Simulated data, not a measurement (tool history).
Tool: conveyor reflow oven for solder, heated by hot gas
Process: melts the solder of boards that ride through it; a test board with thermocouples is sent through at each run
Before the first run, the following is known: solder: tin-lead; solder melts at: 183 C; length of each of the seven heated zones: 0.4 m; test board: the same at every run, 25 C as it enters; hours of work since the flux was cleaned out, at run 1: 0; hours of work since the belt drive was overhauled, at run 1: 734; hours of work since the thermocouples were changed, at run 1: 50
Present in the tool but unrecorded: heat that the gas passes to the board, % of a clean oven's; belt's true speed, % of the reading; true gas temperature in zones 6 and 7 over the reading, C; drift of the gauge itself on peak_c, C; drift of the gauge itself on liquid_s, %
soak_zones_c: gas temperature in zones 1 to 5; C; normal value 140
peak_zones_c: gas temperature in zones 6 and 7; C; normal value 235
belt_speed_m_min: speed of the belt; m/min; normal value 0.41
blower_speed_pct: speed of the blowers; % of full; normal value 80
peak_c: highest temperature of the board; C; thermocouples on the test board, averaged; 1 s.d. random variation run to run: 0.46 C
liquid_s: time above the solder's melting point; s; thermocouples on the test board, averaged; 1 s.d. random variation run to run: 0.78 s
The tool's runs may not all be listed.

run	hour	soak_zones_c	peak_zones_c	belt_speed_m_min	blower_speed_pct	hours of work since the flux was cleaned out	hours of work since the belt drive was overhauled	hours of work since the thermocouples were changed	peak_c	liquid_s
1	0	140	235	0.41	80	0	734	50	226.3	100.5
2	69.1	140	235	0.41	80	34	767	84	226.2	99.5
3	126	140	227	0.41	80	61	795	112	217.6	91.5
4	181.2	140	227	0.41	80	88	822	138	219.1	93
# hour 229.4: belt drive overhauled, speed set with a stopwatch
5	252.7	147	235	0.41	80	121	11	171	226.8	104.3
6	332.6	140	235	0.41	76	160	50	210	225.6	98.8
7	373.1	140	235	0.41	76	180	70	230	224.3	99.9
8	433.4	140	235	0.41	76	209	99	259	225.5	100.5
9	520.5	140	235	0.41	76	251	142	301	225	98.3
10	604.8	140	235	0.41	59	292	183	342	222.4	95.9
11	663.8	140	235	0.41	59	321	211	371	222.7	95.3
# hour 709.5: flux residue cleaned out of gas plates and filters
12	732.5	140	235	0.41	59	11	242	402	223.4	96.8
13	793.9	140	235	0.41	59	41	272	432	223	96.4
14	882.2	140	235	0.41	59	84	315	475	223	97.1
15	961.5	140	235	0.41	59	123	354	514	223.4	95.4
16	1020	140	235	0.338	80	151	382	542	229.3	126.1
17	1092.3	140	235	0.464	70	186	417	577	221	83.4
18	1179.6	142	233	0.464	70	229	460	620	218.7	83.1
19	1247.5	140	230	0.441	80	262	493	653	218.6	86.1
20	1318.2	129	232	0.45	89	296	527	687	220.4	81.4
21	1377.6	125	240	0.416	87	325	556	716	229	93.4
# hour 1414.9: flux residue cleaned out of gas plates and filters
22	1460.6	133	234	0.41	51	22	594	754	219.3	89.3
23	1502.1	140	235	0.331	61	42	614	774	227.7	127.1
24	1546.1	126	223	0.464	73	64	635	795	208.3	63.7
25	1618.9	136	223	0.464	73	99	671	831	211	70.2
26	1669.7	136	223	0.46	79	124	696	855	210.9	72.1
27	1728.9	136	223	0.46	79	153	724	884	212.3	72.1

Branching from run 27: 4 alternative next runs. What would each branch give?
A	1796.4	140	247	0.389	64	186	757	917	?	?
B	1796.4	134	223	0.488	79	186	757	917	?	?
C	1796.4	139	235	0.382	70	186	757	917	?	?
D	1796.4	141	235	0.356	80	186	757	917	?	?

run	peak_c	liquid_s
A	236.6	112.6
B	209.5	64.3
C	225.8	106.8
D	228.8	120.5
Had the tool no hidden state, the same runs would have come out as:
run	peak_c	liquid_s
A	236.9	112.7
B	209.7	64.6
C	226	106.9
D	229	120.6
